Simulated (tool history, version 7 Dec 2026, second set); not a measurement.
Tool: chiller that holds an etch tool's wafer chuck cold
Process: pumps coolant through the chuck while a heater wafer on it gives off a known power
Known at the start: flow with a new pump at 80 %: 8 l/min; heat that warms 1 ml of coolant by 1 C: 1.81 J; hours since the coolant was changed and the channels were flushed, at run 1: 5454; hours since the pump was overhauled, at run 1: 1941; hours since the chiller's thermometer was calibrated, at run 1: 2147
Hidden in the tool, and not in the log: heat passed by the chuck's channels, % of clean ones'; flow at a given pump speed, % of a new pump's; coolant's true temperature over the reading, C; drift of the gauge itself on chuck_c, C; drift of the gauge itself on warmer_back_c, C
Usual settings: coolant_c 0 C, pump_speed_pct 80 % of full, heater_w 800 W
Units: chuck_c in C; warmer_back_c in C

run     day  coolant_c  pump_speed_pct  heater_w  hours since the coolant was changed and the channels were flushed  hours since the pump was overhauled  hours since the chiller's thermometer was calibrated  chuck_c  warmer_back_c
  1   0.000          0              80       800                                                               5454                                 1941                                                  2147      6.2           3.42
  2   2.758          0              80       800                                                               5520                                 2007                                                  2213      6.1           3.34
  3   5.167          0              80       800                                                               5578                                 2065                                                  2271      6.0           3.36
  4   8.154          0              80       800                                                               5650                                 2137                                                  2343      6.0           3.37
  5  10.542          0              80       800                                                               5707                                 2194                                                  2400      6.3           3.42
  6  13.233          0              80       800                                                               5771                                 2259                                                  2465      6.0           3.43

The next listed run, before its measurement:
  7  16.096          0              80       917                                                               5840                                 2327                                                  2533        ?              ?

chuck_c: 6.9 C
warmer_back_c: 3.88 C
Without the tool's hidden state the same run would have given chuck_c 6.9 C, warmer_back_c 3.79 C.
